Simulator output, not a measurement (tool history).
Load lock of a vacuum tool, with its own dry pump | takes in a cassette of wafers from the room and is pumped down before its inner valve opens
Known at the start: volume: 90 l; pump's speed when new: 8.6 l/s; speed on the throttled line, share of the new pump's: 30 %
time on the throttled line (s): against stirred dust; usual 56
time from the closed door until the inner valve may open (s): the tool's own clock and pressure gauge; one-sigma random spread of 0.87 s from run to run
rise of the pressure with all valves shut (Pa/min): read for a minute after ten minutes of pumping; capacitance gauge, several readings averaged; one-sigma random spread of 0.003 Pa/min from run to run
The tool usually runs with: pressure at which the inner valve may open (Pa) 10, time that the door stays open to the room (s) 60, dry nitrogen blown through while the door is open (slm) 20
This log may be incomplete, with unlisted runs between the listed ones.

run,hour,time on the throttled line (s),pressure at which the inner valve may open (Pa),time that the door stays open to the room (s),dry nitrogen blown through while the door is open (slm),"incoming humidity of the room's air, %",time from the closed door until the inner valve may open (s),rise of the pressure with all valves shut (Pa/min)
1,0.0,56,10,60,20,46.6,138.3,0.035
2,239.4,56,10,60,20,44.9,137.2,0.031
3,444.4,56,10,60,20,43.5,136.6,0.031
4,786.5,56,10,60,20,48.0,138.0,0.031
5,947.1,56,10,60,20,44.0,137.9,0.032
6,1234.3,56,10,102,20,44.6,136.8,0.049
7,1604.8,56,10,60,20,44.9,136.7,0.032
8,1811.6,56,10,60,20,45.3,136.3,0.027
9,2120.6,56,10,60,20,44.0,137.8,0.035
10,2361.1,56,10,60,20,42.7,136.4,0.033
11,2675.2,56,10,60,20,45.5,137.1,0.034
12,2955.8,56,10,60,14,47.0,137.3,0.040
13,3161.6,56,10,60,14,48.0,137.5,0.038
14,3487.1,56,10,60,14,43.4,136.3,0.037
15,3694.3,56,17,60,20,45.8,131.1,0.034
16,4067.4,56,17,60,20,42.1,131.5,0.030
17,4419.4,56,17,95,20,43.9,131.3,0.045
18,4638.6,56,10,60,20,44.0,136.7,0.035
19,4853.2,56,10,60,5,45.2,136.1,0.043
20,5218.6,56,10,154,20,44.2,137.4,0.057
21,5466.9,88,10,66,22,46.1,158.9,0.034
22,5714.9,43,7,238,9,46.0,132.8,0.115
23,6085.1,43,7,114,30,49.7,131.5,0.048
24,6318.6,31,15,86,11,49.6,113.8,0.057
25,6559.8,29,10,46,15,44.2,117.3,0.031
26,6727.8,29,7,46,15,43.6,122.0,0.033
27,6968.4,34,7,117,41,43.9,124.6,0.032
28,7281.8,52,13,26,19,45.9,130.6,0.020
29,7621.6,38,12,60,22,44.2,122.8,0.034
30,7873.1,38,16,60,22,46.4,120.2,0.035
31,8069.8,38,16,60,22,42.4,119.0,0.036
32,8340.8,80,10,60,20,45.4,152.8,0.031
33,8658.5,80,10,60,20,45.4,153.5,0.036
# hour 8979.1: door's seal changed, seat wiped
34,9046.6,68,7,60,5,46.9,148.3,0.054
35,9208.3,39,16,60,20,44.9,120.6,0.034

Predict each of these 5 candidate next runs independently; none follows another, all start after run 35:
A,9460.5,56,10,114,20,43.9,?,?
B,9460.5,106,10,60,14,46.5,?,?
C,9460.5,69,10,92,27,48.6,?,?
D,9460.5,108,10,52,14,43.8,?,?
E,9460.5,104,10,60,20,44.2,?,?

run,time from the closed door until the inner valve may open (s),rise of the pressure with all valves shut (Pa/min)
A,137.0,0.045
B,173.3,0.042
C,147.9,0.041
D,173.2,0.034
E,171.2,0.027
Without the tool's hidden state the same runs would have given:
run,time from the closed door until the inner valve may open (s),rise of the pressure with all valves shut (Pa/min)
A,137.0,0.045
B,173.3,0.042
C,147.9,0.041
D,173.2,0.034
E,171.2,0.027
